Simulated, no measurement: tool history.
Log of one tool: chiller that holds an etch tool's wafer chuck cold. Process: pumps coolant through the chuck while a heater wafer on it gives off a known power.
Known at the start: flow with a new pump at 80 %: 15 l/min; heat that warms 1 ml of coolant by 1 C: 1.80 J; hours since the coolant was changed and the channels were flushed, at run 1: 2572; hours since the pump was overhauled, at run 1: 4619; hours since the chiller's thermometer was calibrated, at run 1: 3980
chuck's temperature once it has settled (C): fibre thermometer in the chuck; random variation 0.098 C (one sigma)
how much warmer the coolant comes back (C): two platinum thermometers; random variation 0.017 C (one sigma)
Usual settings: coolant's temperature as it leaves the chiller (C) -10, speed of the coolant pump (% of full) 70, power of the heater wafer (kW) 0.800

run,hour,coolant's temperature as it leaves the chiller (C),speed of the coolant pump (% of full),power of the heater wafer (kW),hours since the coolant was changed and the channels were flushed,hours since the pump was overhauled,hours since the chiller's thermometer was calibrated,chuck's temperature once it has settled (C),how much warmer the coolant comes back (C)
1,0.0,-10,70,0.800,2572,4619,3980,-2.86,2.10
2,198.7,-10,70,0.800,2771,4818,4179,-2.76,2.09
3,406.9,-10,70,0.800,2979,5026,4387,-2.59,2.12
4,580.9,-12,70,0.800,3153,5200,4561,-4.72,2.12
5,682.7,-10,66,0.800,3255,5302,4663,-2.40,2.22
6,812.8,-10,66,0.800,3385,5432,4793,-2.47,2.19
7,1024.2,-10,66,0.800,3596,5644,5004,-2.40,2.25
8,1160.8,-3,66,0.800,3733,5780,5141,4.53,2.25
# hour 1343.7: chiller's thermometer calibrated
9,1354.1,-3,66,0.800,3925,5973,10,4.21,2.26
10,1532.2,-3,66,0.800,4103,6151,189,4.36,2.25
11,1662.3,-10,70,0.756,4233,6281,319,-3.27,2.04
12,1789.9,-10,70,0.800,4361,6408,446,-2.75,2.13
13,1892.4,-10,70,1.184,4463,6511,549,0.82,3.15
14,2095.5,-10,70,0.800,4667,6714,752,-2.75,2.15
15,2294.5,-10,70,0.800,4866,6913,951,-2.62,2.11
16,2492.7,-10,70,0.800,5064,7111,1149,-2.72,2.15
17,2604.7,-10,70,1.077,5176,7223,1261,0.03,2.86
18,2784.5,-4,91,0.938,5356,7403,1441,3.55,1.95
19,2915.3,-3,91,0.519,5486,7534,1572,1.16,1.10
20,3060.8,-3,91,0.519,5632,7679,1717,1.29,1.09
21,3259.8,-12,70,0.800,5831,7878,1916,-4.69,2.14
22,3416.1,-13,79,0.431,5987,8035,2072,-9.07,1.03
23,3583.0,-12,93,0.522,6154,8202,2239,-7.53,1.06
24,3716.1,-19,93,0.522,6287,8335,2372,-14.86,1.04
25,3848.4,-19,73,0.800,6419,8467,2505,-11.65,2.07
26,3955.5,-10,60,0.800,6527,8574,2612,-1.68,2.50
27,4080.0,-6,77,0.595,6651,8698,2736,-0.44,1.49
28,4236.7,-11,77,0.695,6808,8855,2893,-4.72,1.71
29,4370.8,-11,77,0.695,6942,8989,3027,-4.48,1.69
30,4490.0,-10,75,0.800,7061,9108,3146,-2.43,2.02
31,4599.2,-10,75,0.800,7170,9218,3256,-2.62,2.02
32,4720.5,-15,74,1.153,7292,9339,3377,-4.20,2.96

Consider 4 possible next runs. They are alternatives, not a sequence: every one starts from the tool as it was left by run 32. What does each give?
A,4851.4,-8,93,0.604,7422,9470,3508,?,?
B,4851.4,-3,80,0.477,7422,9470,3508,?,?
C,4851.4,-14,70,0.719,7422,9470,3508,?,?
D,4851.4,-15,66,1.153,7422,9470,3508,?,?

run,chuck's temperature once it has settled (C),how much warmer the coolant comes back (C)
A,-2.97,1.26
B,1.34,1.15
C,-6.97,1.98
D,-3.73,3.33
Without the tool's hidden state the same runs would have given:
run,chuck's temperature once it has settled (C),how much warmer the coolant comes back (C)
A,-3.79,1.17
B,0.63,1.07
C,-8.04,1.84
D,-5.42,3.09
